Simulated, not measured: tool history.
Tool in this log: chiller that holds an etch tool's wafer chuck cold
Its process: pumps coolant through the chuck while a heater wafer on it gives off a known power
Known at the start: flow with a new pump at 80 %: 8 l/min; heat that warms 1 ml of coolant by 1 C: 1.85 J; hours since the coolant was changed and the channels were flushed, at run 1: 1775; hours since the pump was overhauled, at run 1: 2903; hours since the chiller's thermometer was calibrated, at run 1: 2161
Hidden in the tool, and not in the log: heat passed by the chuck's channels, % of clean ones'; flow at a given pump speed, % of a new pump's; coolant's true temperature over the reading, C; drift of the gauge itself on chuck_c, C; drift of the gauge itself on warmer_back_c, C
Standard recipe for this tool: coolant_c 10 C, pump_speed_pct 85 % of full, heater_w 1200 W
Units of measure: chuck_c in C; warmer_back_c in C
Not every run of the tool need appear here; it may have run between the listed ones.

run,hour,coolant_c,pump_speed_pct,heater_w,hours since the coolant was changed and the channels were flushed,hours since the pump was overhauled,hours since the chiller's thermometer was calibrated,chuck_c,warmer_back_c
1,0.0,10,85,1200,1775,2903,2161,21.0,4.67
2,198.7,10,85,1200,1974,3102,2359,21.0,4.69
3,314.5,10,85,1200,2090,3218,2475,21.1,4.69
4,433.4,10,85,1200,2209,3337,2594,21.1,4.74
5,582.5,10,78,1200,2358,3486,2743,22.0,5.16
6,740.5,10,78,1200,2516,3644,2901,22.0,5.17
7,868.2,10,62,1200,2643,3771,3029,24.2,6.75
8,963.3,10,85,1285,2738,3866,3124,22.1,5.06
9,1170.2,10,85,1200,2945,4073,3331,21.4,4.74
10,1399.9,10,66,1200,3175,4303,3561,23.8,6.38
11,1604.8,10,66,1200,3380,4508,3765,23.9,6.36
12,1723.2,10,85,1200,3498,4626,3884,21.6,4.74
13,1819.8,10,85,1200,3595,4723,3981,21.5,4.79
# hour 1840.9: chiller's thermometer calibrated
14,1925.7,10,85,1662,3700,4828,85,26.2,6.60
15,2047.1,10,85,1662,3821,4949,206,26.2,6.56
16,2212.6,10,85,1662,3987,5115,372,26.3,6.64
17,2402.8,16,79,1200,4177,5305,562,28.7,5.20
18,2620.6,10,64,1760,4395,5523,780,31.3,9.70
19,2717.5,10,64,1760,4492,5620,877,31.5,9.72
20,2877.0,18,68,880,4651,5779,1036,28.9,4.56
# hour 2920.3: chiller's thermometer calibrated, once more
# hour 2941.9: coolant changed, channels flushed
21,2992.8,7,68,1114,51,5888,66,19.0,5.76
22,3197.5,11,82,1454,256,6093,271,24.7,6.07
23,3396.6,11,64,639,455,6292,470,18.3,3.53
24,3566.1,7,85,728,624,6461,640,13.8,2.90
25,3674.3,7,85,728,732,6569,748,13.9,2.97
26,3853.2,16,85,1200,911,6748,927,27.2,4.87
27,4050.5,14,83,960,1109,6946,1124,23.1,3.97
28,4273.5,14,92,888,1332,7169,1347,22.0,3.26
29,4375.9,10,91,660,1434,7271,1450,16.1,2.50
30,4542.1,17,80,1094,1600,7437,1616,27.9,4.82
31,4672.3,19,98,1094,1730,7567,1746,28.2,3.82

Measured minus without-hidden-state, run by run (identical run-to-run variation in each term; gauge scatter may differ):
run,chuck_c,warmer_back_c
1,+0.7,+0.14
2,+0.8,+0.14
3,+0.9,+0.15
4,+0.8,+0.15
5,+1.0,+0.18
6,+1.0,+0.19
7,+1.2,+0.25
8,+1.0,+0.20
9,+1.1,+0.20
10,+1.4,+0.28
11,+1.4,+0.29
12,+1.2,+0.23
13,+1.3,+0.23
14,+1.9,+0.33
15,+1.9,+0.33
16,+2.1,+0.34
17,+1.8,+0.28
18,+2.6,+0.54
19,+2.7,+0.55
20,+1.8,+0.27
21,+0.6,+0.35
22,+0.7,+0.38
23,+0.5,+0.22
24,+0.5,+0.19
25,+0.5,+0.20
26,+0.8,+0.33
27,+0.8,+0.29
28,+0.7,+0.24
29,+0.6,+0.18
30,+1.0,+0.36
31,+0.9,+0.29

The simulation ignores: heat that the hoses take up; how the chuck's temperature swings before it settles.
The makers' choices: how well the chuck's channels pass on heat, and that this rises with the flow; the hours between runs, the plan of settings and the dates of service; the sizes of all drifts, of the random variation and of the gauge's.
